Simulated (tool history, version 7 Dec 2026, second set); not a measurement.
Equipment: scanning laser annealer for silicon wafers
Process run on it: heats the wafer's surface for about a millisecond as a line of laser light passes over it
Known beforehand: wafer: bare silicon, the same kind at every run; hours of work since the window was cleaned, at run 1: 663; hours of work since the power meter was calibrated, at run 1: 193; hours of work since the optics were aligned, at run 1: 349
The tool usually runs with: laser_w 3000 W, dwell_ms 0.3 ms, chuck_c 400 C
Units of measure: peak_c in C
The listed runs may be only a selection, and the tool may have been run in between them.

| run | hour | laser_w | dwell_ms | chuck_c | hours of work since the window was cleaned | hours of work since the power meter was calibrated | hours of work since the optics were aligned | peak_c |
|---|---|---|---|---|---|---|---|---|
| 1 | 0 | 3000 | 0.3 | 400 | 663 | 193 | 349 | 1103 |
| 2 | 11.2 | 3000 | 0.3 | 400 | 669 | 200 | 355 | 1101 |
| 3 | 20.2 | 3000 | 0.3 | 400 | 675 | 205 | 360 | 1100 |
| 4 | 35.1 | 3000 | 0.281 | 400 | 683 | 213 | 369 | 1080 |
| 5 | 45.3 | 3000 | 0.3 | 375 | 689 | 219 | 375 | 1077 |
|  | 55.5 | window over the wafer cleaned |
| 6 | 60.4 | 3000 | 0.3 | 375 | 3 | 227 | 383 | 1103 |
| 7 | 75.7 | 3000 | 0.3 | 412 | 12 | 236 | 391 | 1138 |
| 8 | 83.6 | 3000 | 0.3 | 412 | 16 | 240 | 396 | 1138 |
| 9 | 94.8 | 3000 | 0.3 | 412 | 23 | 247 | 402 | 1139 |
| 10 | 106.4 | 3000 | 0.3 | 412 | 30 | 254 | 409 | 1140 |
| 11 | 115.4 | 3000 | 0.3 | 400 | 35 | 259 | 414 | 1125 |
| 12 | 123.4 | 3000 | 0.225 | 400 | 39 | 264 | 419 | 1034 |
| 13 | 134.1 | 3000 | 0.3 | 400 | 46 | 270 | 425 | 1126 |
| 14 | 145.3 | 3000 | 0.3 | 400 | 52 | 276 | 432 | 1126 |
| 15 | 156.7 | 2808 | 0.3 | 380 | 59 | 283 | 438 | 1063 |
| 16 | 170.5 | 3193 | 0.269 | 392 | 67 | 291 | 446 | 1121 |
| 17 | 182.4 | 2604 | 0.359 | 410 | 74 | 298 | 453 | 1098 |
| 18 | 192.2 | 3019 | 0.362 | 439 | 79 | 303 | 459 | 1233 |
| 19 | 204.1 | 3156 | 0.296 | 431 | 86 | 310 | 466 | 1185 |
| 20 | 214.4 | 3156 | 0.296 | 431 | 92 | 316 | 472 | 1186 |
| 21 | 228.8 | 2716 | 0.256 | 386 | 100 | 325 | 480 | 1001 |
| 22 | 240.6 | 2662 | 0.3 | 400 | 107 | 331 | 487 | 1047 |
| 23 | 248 | 2662 | 0.244 | 403 | 112 | 336 | 491 | 992 |
| 24 | 255.6 | 2662 | 0.244 | 403 | 116 | 340 | 496 | 991 |
| 25 | 267.9 | 3201 | 0.224 | 362 | 123 | 347 | 503 | 1032 |

Hidden condition of the tool, last listed run before each entry between runs versus first listed run after:
Between runs 5 and 6: window over the wafer cleaned (hour 55.5)
  light that passes the window, % of a clean one's: 95.76 -> 99.65; laser's true power over the reading, %: 0.02 -> 0.03; width of the line over the set one, %: 0.47 -> 0.48
  the result without the hidden state subtracted from the measured one, peak_c: -30 -> -3 C
